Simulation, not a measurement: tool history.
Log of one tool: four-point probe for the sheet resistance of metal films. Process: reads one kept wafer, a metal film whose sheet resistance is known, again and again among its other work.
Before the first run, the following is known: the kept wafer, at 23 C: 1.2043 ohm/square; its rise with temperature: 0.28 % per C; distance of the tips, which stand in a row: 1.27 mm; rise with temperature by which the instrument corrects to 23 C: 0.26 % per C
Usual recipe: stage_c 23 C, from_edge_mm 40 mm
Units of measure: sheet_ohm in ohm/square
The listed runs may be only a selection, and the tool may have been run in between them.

run	hour	stage_c	from_edge_mm	sheet_ohm
1	0	23	40	1.194744
# hour 19.4: new probe head fitted
2	109.1	23	40	1.203966
3	178.7	23	40	1.203479
4	244.4	23	40	1.203794
5	360.4	23	40	1.204489
6	421.2	23	40	1.203607
7	535.8	21	40	1.203104
8	634.3	21	40	1.202829
9	722	21	40	1.202519
# hour 733.5: stage's thermometer calibrated
10	838.5	21	40	1.202507
11	970.8	27	40	1.203687
12	1092.8	27	40	1.203405
# hour 1154.9: stage's thermometer calibrated, once more
13	1170.7	23	40	1.201894
14	1280.8	23	40	1.202533
15	1406	20	16	1.205272
16	1511.4	35	8	1.220235
17	1625.7	35	8	1.220771
18	1694.1	35	8	1.22049
19	1765.3	29	5	1.243178
20	1823.1	32	11	1.211593
21	1918.6	32	11	1.2117
22	1983.5	19	6	1.228446
23	2048	19	6	1.227844
24	2132.8	19	6	1.228099
25	2229.2	20	7	1.220564
26	2342.8	20	7	1.22094
27	2448.2	28	24	1.203115
28	2515.7	23	5	1.240491

Branching from run 28: 3 alternative next runs. What would each branch give?
A	2584.4	18	12	?
B	2584.4	34	10	?
C	2584.4	31	35	?

run	sheet_ohm
A	1.205804
B	1.212623
C	1.202639
The same runs, with their run-to-run variation unchanged, on a tool lacking any hidden condition would have given:
run	sheet_ohm
A	1.210092
B	1.216957
C	1.206936
